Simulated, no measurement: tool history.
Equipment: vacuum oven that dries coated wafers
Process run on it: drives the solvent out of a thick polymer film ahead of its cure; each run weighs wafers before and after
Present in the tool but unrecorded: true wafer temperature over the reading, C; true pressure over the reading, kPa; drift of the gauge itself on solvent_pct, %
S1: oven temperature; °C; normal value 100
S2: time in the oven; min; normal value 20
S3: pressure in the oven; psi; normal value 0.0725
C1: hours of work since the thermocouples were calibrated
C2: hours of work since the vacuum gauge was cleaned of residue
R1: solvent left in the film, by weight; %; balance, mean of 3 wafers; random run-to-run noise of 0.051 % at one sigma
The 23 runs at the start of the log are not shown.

{"run": 24, "hour": 395.2, "S1": 88, "S2": 28, "S3": 0.0725, "C1": 1521, "C2": 320, "R1": 1.41}
{"run": 25, "hour": 412.9, "S1": 88, "S2": 28, "S3": 0.0725, "C1": 1532, "C2": 330, "R1": 1.49}
{"run": 26, "hour": 434.2, "S1": 88, "S2": 28, "S3": 0.0725, "C1": 1544, "C2": 342, "R1": 1.52}
{"run": 27, "hour": 454.0, "S1": 88, "S2": 28, "S3": 0.0522, "C1": 1555, "C2": 354, "R1": 1.47}
{"run": 28, "hour": 464.8, "S1": 92, "S2": 15, "S3": 0.2393, "C1": 1562, "C2": 360, "R1": 3.9}
{"run": 29, "hour": 481.9, "S1": 89, "S2": 10, "S3": 0.2851, "C1": 1571, "C2": 370, "R1": 6.48}
{"run": 30, "hour": 503.2, "S1": 90, "S2": 20, "S3": 0.1099, "C1": 1584, "C2": 382, "R1": 2.57}
{"run": 31, "hour": 515.2, "S1": 94, "S2": 20, "S3": 0.2471, "C1": 1591, "C2": 389, "R1": 2.56}
{"run": 32, "hour": 530.3, "S1": 94, "S2": 14, "S3": 0.1778, "C1": 1600, "C2": 398, "R1": 3.46}
{"run": 33, "hour": 546.4, "S1": 94, "S2": 14, "S3": 0.1778, "C1": 1609, "C2": 407, "R1": 3.47}
{"run": 34, "hour": 558.0, "S1": 106, "S2": 13, "S3": 0.1775, "C1": 1616, "C2": 414, "R1": 1.74}
{"run": 35, "hour": 576.0, "S1": 106, "S2": 24, "S3": 0.1775, "C1": 1626, "C2": 425, "R1": 0.85}
{"run": 36, "hour": 596.5, "S1": 102, "S2": 17, "S3": 0.0482, "C1": 1638, "C2": 436, "R1": 1.07}
{"run": 37, "hour": 607.3, "S1": 102, "S2": 17, "S3": 0.0482, "C1": 1644, "C2": 443, "R1": 1.09}
{"run": 38, "hour": 625.2, "S1": 87, "S2": 20, "S3": 0.0856, "C1": 1655, "C2": 453, "R1": 2.91}
{"run": 39, "hour": 642.0, "S1": 86, "S2": 11, "S3": 0.0779, "C1": 1664, "C2": 463, "R1": 5.83}
{"run": 40, "hour": 653.3, "S1": 95, "S2": 11, "S3": 0.0779, "C1": 1671, "C2": 469, "R1": 3.89}
{"run": 41, "hour": 663.6, "S1": 94, "S2": 18, "S3": 0.0969, "C1": 1677, "C2": 475, "R1": 2.25}
{"run": 42, "hour": 677.5, "S1": 100, "S2": 20, "S3": 0.2448, "C1": 1685, "C2": 483, "R1": 1.79}
{"run": 43, "hour": 690.3, "S1": 93, "S2": 20, "S3": 0.0725, "C1": 1692, "C2": 491, "R1": 1.86}
{"run": 44, "hour": 707.0, "S1": 111, "S2": 20, "S3": 0.2413, "C1": 1702, "C2": 500, "R1": 1.02}
{"run": 45, "hour": 724.9, "S1": 113, "S2": 20, "S3": 0.0432, "C1": 1712, "C2": 511, "R1": 0.29}
{"run": 46, "hour": 745.0, "S1": 113, "S2": 20, "S3": 0.0432, "C1": 1724, "C2": 522, "R1": 0.3}

Predict each of these 5 candidate next runs independently; none follows another, all start after run 46:
{"run": "A", "hour": 758.9, "S1": 100, "S2": 19, "S3": 0.0725, "C1": 1732, "C2": 531, "R1": "?"}
{"run": "B", "hour": 758.9, "S1": 100, "S2": 21, "S3": 0.0725, "C1": 1732, "C2": 531, "R1": "?"}
{"run": "C", "hour": 758.9, "S1": 112, "S2": 14, "S3": 0.0725, "C1": 1732, "C2": 531, "R1": "?"}
{"run": "D", "hour": 758.9, "S1": 113, "S2": 28, "S3": 0.0432, "C1": 1732, "C2": 531, "R1": "?"}
{"run": "E", "hour": 758.9, "S1": 105, "S2": 20, "S3": 0.0725, "C1": 1732, "C2": 531, "R1": "?"}

run=A R1=1.29
run=B R1=0.84
run=C R1=0.8
run=D R1=0.29
run=E R1=0.77
Without the tool's unlogged condition, the same runs would have read:
run=A R1=0.99
run=B R1=0.57
run=C R1=0.6
run=D R1=0.2
run=E R1=0.56
